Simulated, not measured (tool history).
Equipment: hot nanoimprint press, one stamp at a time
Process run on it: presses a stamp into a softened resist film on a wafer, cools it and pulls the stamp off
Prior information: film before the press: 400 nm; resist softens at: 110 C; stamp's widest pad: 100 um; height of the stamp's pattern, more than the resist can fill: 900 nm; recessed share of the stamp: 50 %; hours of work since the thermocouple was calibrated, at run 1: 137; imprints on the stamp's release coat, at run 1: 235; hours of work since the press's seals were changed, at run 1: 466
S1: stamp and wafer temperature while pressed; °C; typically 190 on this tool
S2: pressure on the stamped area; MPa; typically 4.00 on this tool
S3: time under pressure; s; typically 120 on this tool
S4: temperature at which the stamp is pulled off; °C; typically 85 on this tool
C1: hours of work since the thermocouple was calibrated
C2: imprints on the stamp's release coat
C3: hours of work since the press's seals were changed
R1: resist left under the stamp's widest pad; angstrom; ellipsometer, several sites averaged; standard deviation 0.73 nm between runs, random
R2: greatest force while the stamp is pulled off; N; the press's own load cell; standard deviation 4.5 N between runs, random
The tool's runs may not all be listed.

run 1 hour=0.0 | S1=190 S2=4.00 S3=120 S4=85 | C1=137 C2=235 C3=466 | R1=1816 R2=234
run 2 hour=13.5 | S1=190 S2=4.00 S3=120 S4=85 | C1=148 C2=302 C3=477 | R1=1814 R2=238
run 3 hour=24.4 | S1=190 S2=4.00 S3=120 S4=85 | C1=156 C2=355 C3=486 | R1=1828 R2=246
run 4 hour=43.4 | S1=190 S2=4.00 S3=120 S4=85 | C1=171 C2=449 C3=501 | R1=1826 R2=255
run 5 hour=63.2 | S1=190 S2=4.00 S3=120 S4=85 | C1=187 C2=546 C3=516 | R1=1835 R2=250
run 6 hour=83.2 | S1=190 S2=4.00 S3=120 S4=85 | C1=202 C2=644 C3=532 | R1=1838 R2=268
run 7 hour=100.0 | S1=190 S2=4.00 S3=120 S4=85 | C1=216 C2=726 C3=545 | R1=1833 R2=257
run 8 hour=109.3 | S1=190 S2=4.00 S3=120 S4=85 | C1=223 C2=772 C3=553 | R1=1826 R2=286
-- hour=133.4 stamp cleaned and given a new release coat
run 9 hour=135.5 | S1=190 S2=4.00 S3=120 S4=85 | C1=239 C2=11 C3=569 | R1=1849 R2=224
run 10 hour=147.0 | S1=201 S2=4.00 S3=120 S4=85 | C1=248 C2=67 C3=578 | R1=1306 R2=230
run 11 hour=165.2 | S1=201 S2=4.00 S3=120 S4=85 | C1=262 C2=156 C3=592 | R1=1299 R2=238
run 12 hour=184.3 | S1=190 S2=4.00 S3=120 S4=89 | C1=278 C2=250 C3=607 | R1=1839 R2=214
run 13 hour=202.5 | S1=190 S2=4.00 S3=174 S4=89 | C1=292 C2=340 C3=621 | R1=1600 R2=209
-- hour=207.0 plate thermocouple calibrated
run 14 hour=217.8 | S1=190 S2=4.00 S3=174 S4=73 | C1=9 C2=400 C3=631 | R1=1609 R2=334
run 15 hour=238.1 | S1=190 S2=4.00 S3=174 S4=73 | C1=25 C2=500 C3=647 | R1=1622 R2=347
-- hour=242.6 plate thermocouple calibrated, once more
run 16 hour=252.6 | S1=186 S2=4.00 S3=120 S4=85 | C1=8 C2=556 C3=656 | R1=2059 R2=263
run 17 hour=270.2 | S1=196 S2=4.00 S3=111 S4=85 | C1=22 C2=643 C3=670 | R1=1548 R2=267
run 18 hour=285.6 | S1=196 S2=4.00 S3=111 S4=85 | C1=34 C2=718 C3=682 | R1=1550 R2=275
run 19 hour=303.8 | S1=185 S2=4.00 S3=80 S4=78 | C1=48 C2=808 C3=697 | R1=2421 R2=340
-- hour=320.8 stamp cleaned and given a new release coat
run 20 hour=325.9 | S1=185 S2=4.00 S3=144 S4=78 | C1=61 C2=25 C3=709 | R1=1997 R2=264
run 21 hour=339.9 | S1=201 S2=4.00 S3=86 S4=78 | C1=72 C2=93 C3=720 | R1=1493 R2=264
run 22 hour=360.5 | S1=188 S2=5.78 S3=120 S4=74 | C1=88 C2=195 C3=737 | R1=1657 R2=309
run 23 hour=375.8 | S1=188 S2=5.78 S3=120 S4=74 | C1=100 C2=270 C3=749 | R1=1665 R2=310
run 24 hour=385.8 | S1=189 S2=4.00 S3=120 S4=85 | C1=108 C2=319 C3=757 | R1=1884 R2=241
run 25 hour=401.5 | S1=189 S2=4.00 S3=120 S4=85 | C1=121 C2=396 C3=769 | R1=1898 R2=232
run 26 hour=414.2 | S1=189 S2=4.00 S3=120 S4=85 | C1=131 C2=459 C3=779 | R1=1888 R2=248
run 27 hour=425.3 | S1=189 S2=4.00 S3=120 S4=85 | C1=139 C2=513 C3=788 | R1=1879 R2=250
run 28 hour=436.5 | S1=189 S2=3.67 S3=120 S4=74 | C1=148 C2=568 C3=797 | R1=1964 R2=330
run 29 hour=456.5 | S1=181 S2=2.45 S3=69 S4=80 | C1=164 C2=667 C3=812 | R1=3188 R2=290
run 30 hour=477.0 | S1=190 S2=4.70 S3=120 S4=90 | C1=180 C2=767 C3=829 | R1=1724 R2=241

Branching from run 30: 4 alternative next runs. What would each branch give?
-- hour=502.2 stamp cleaned and given a new release coat
run A hour=503.2 | S1=196 S2=5.69 S3=86 S4=90 | C1=196 C2=5 C3=845 | R1=? R2=?
-- hour=502.2 stamp cleaned and given a new release coat
run B hour=503.2 | S1=190 S2=2.88 S3=120 S4=88 | C1=196 C2=5 C3=845 | R1=? R2=?
-- hour=502.2 stamp cleaned and given a new release coat
run C hour=503.2 | S1=196 S2=4.34 S3=120 S4=77 | C1=196 C2=5 C3=845 | R1=? R2=?
-- hour=502.2 stamp cleaned and given a new release coat
run D hour=503.2 | S1=190 S2=3.15 S3=120 S4=85 | C1=196 C2=5 C3=845 | R1=? R2=?

run=A R1=1491 R2=190
run=B R1=2123 R2=201
run=C R1=1475 R2=273
run=D R1=2026 R2=214
With no hidden state in the tool, these same runs would have given:
run=A R1=1412 R2=189
run=B R1=2068 R2=199
run=C R1=1414 R2=272
run=D R1=1968 R2=212
